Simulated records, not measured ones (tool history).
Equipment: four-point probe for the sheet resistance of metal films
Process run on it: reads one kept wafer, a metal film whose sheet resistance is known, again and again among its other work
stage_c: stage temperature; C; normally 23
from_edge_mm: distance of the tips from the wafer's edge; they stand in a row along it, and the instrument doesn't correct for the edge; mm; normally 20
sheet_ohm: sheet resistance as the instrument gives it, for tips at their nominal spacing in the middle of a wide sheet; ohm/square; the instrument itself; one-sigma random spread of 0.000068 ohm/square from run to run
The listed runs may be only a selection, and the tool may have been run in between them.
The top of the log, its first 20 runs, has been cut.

| run | hour | stage_c | from_edge_mm | touches since the probe head was changed | hours of work since the stage's thermometer was calibrated | sheet_ohm |
|---|---|---|---|---|---|---|
| 21 | 1505.1 | 23 | 20 | 126334 | 278 | 0.341638 |
|  | 1559.5 | stage's thermometer calibrated, once more |
| 22 | 1594.7 | 22 | 20 | 131434 | 27 | 0.342440 |
| 23 | 1666.0 | 29 | 6 | 135515 | 83 | 0.349066 |
| 24 | 1776.8 | 29 | 6 | 141861 | 170 | 0.349102 |
| 25 | 1836.6 | 34 | 20 | 145283 | 216 | 0.341537 |
|  | 1863.5 | new probe head fitted |
| 26 | 1916.8 | 34 | 20 | 3050 | 278 | 0.336164 |
| 27 | 1986.4 | 34 | 20 | 7033 | 332 | 0.336066 |
| 28 | 2038.0 | 32 | 17 | 9988 | 372 | 0.336692 |
| 29 | 2108.0 | 32 | 17 | 13997 | 427 | 0.336879 |
| 30 | 2172.7 | 19 | 28 | 17704 | 478 | 0.337482 |
| 31 | 2267.5 | 18 | 10 | 23130 | 552 | 0.340221 |
| 32 | 2375.8 | 33 | 9 | 29329 | 636 | 0.339643 |
| 33 | 2431.9 | 31 | 6 | 32544 | 680 | 0.344183 |
| 34 | 2528.7 | 31 | 6 | 38085 | 755 | 0.344201 |
| 35 | 2597.7 | 25 | 11 | 42032 | 809 | 0.339307 |
| 36 | 2656.4 | 18 | 6 | 45394 | 855 | 0.345604 |
| 37 | 2710.6 | 18 | 6 | 48499 | 897 | 0.345752 |
| 38 | 2807.2 | 23 | 36 | 54032 | 973 | 0.337597 |
| 39 | 2854.3 | 24 | 18 | 56726 | 1009 | 0.338113 |
| 40 | 2913.1 | 19 | 18 | 60092 | 1055 | 0.338706 |
| 41 | 3006.3 | 22 | 20 | 65428 | 1128 | 0.338284 |

Alternative continuations, all from the tool just after run 41; predict every row:
| A | 3076.0 | 20 | 30 | 69417 | 1182 | ? |
| B | 3076.0 | 18 | 6 | 69417 | 1182 | ? |
| C | 3076.0 | 28 | 8 | 69417 | 1182 | ? |

| run | sheet_ohm |
|---|---|
| A | 0.338239 |
| B | 0.346137 |
| C | 0.341648 |
Take away the tool's hidden state, keep each run's random variation, and the runs would have read:
| run | sheet_ohm |
|---|---|
| A | 0.338222 |
| B | 0.346122 |
| C | 0.341625 |

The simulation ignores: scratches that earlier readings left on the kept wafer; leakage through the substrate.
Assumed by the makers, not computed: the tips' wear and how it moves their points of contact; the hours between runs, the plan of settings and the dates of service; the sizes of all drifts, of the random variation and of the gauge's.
